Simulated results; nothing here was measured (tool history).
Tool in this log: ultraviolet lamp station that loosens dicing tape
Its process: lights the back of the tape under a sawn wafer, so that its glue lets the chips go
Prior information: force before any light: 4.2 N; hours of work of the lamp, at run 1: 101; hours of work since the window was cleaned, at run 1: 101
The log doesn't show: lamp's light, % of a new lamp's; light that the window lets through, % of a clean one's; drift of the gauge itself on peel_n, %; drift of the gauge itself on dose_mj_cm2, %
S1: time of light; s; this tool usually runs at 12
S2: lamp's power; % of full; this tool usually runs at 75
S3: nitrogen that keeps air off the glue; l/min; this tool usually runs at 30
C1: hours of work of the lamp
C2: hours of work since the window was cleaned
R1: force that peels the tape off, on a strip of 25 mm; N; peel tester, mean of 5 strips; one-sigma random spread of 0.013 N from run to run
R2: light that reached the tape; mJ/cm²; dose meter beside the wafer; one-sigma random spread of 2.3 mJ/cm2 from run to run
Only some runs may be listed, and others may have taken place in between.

run	day	S1	S2	S3	C1	C2	R1	R2
1	0.000	12	75	30	101	101	0.673	225
2	1.058	12	75	30	120	120	0.687	222
3	2.625	12	75	30	147	147	0.727	214
4	4.567	12	75	30	180	180	0.732	209
5	6.971	12	75	30	222	222	0.759	204
6	9.488	12	75	39	265	265	0.723	202
7	10.946	8	75	30	291	291	1.335	134
8	12.708	8	75	30	321	321	1.365	129
9	14.367	8	75	11	350	350	1.839	126
10	15.929	12	75	11	377	377	1.286	188
11	17.550	12	75	30	405	405	0.894	183
12	19.217	13	75	18	434	434	1.002	193
13	20.462	13	91	10	455	455	1.030	231
14	21.579	13	91	10	475	475	1.011	233
15	23.596	13	91	10	510	510	1.073	222
16	25.908	20	82	38	549	549	0.412	309
17	27.821	20	82	38	583	583	0.420	298
18	29.446	10	60	10	611	611	2.053	105
# day 30.058: window cleaned of glue's vapour
19	31.033	14	98	10	638	17	0.872	268

Run 20 is up next; what results do you expect?
20	33.583	19	64	21	682	61	?	?

{"run 20": {"R1": 0.78, "R2": 232}}
On a tool with no hidden condition, and with the same random variation, this run would have come out at R1 0.474 N, R2 329 mJ/cm².
